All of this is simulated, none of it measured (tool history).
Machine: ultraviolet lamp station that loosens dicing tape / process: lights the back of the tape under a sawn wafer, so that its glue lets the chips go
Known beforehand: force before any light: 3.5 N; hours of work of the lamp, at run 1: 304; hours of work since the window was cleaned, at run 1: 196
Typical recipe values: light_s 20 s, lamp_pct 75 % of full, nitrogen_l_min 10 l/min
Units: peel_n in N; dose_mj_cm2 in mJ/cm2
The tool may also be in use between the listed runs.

run,hour,light_s,lamp_pct,nitrogen_l_min,hours of work of the lamp,hours of work since the window was cleaned,peel_n,dose_mj_cm2
1,0,20,75,10,304,196,0.429,458
2,36,20,75,10,323,214,0.444,453
3,55.7,20,75,10,333,225,0.444,453
4,102.9,20,75,10,357,249,0.473,447
5,142.1,20,75,10,378,269,0.468,444
6,183.6,20,75,10,399,291,0.472,439
7,209.8,20,75,17,413,304,0.396,434
# hour 227.1: window cleaned of glue's vapour
8,240.8,20,75,17,428,7,0.41,428
9,280.9,20,75,17,449,28,0.413,423
10,326.5,14,75,10,473,51,0.922,288
11,349,14,75,10,484,63,0.882,291
12,384.1,27,75,10,502,81,0.306,542
13,417,27,75,10,519,98,0.315,539
14,439.4,20,75,3,531,110,0.928,405
# hour 446.9: window cleaned of glue's vapour, once more
15,478.7,20,75,3,551,16,0.795,440
16,507.3,20,75,3,566,31,0.822,434
17,532.6,20,75,3,579,44,0.858,434
18,574.7,20,75,3,600,66,0.827,426

Run 19 has not been measured yet. What should we expect?
19,618.4,22,68,13,623,89,?,?

peel_n: 0.481 N
dose_mj_cm2: 424 mJ/cm2
With no hidden state in the tool, this same run would have given peel_n 0.31 N, dose_mj_cm2 536 mJ/cm2.
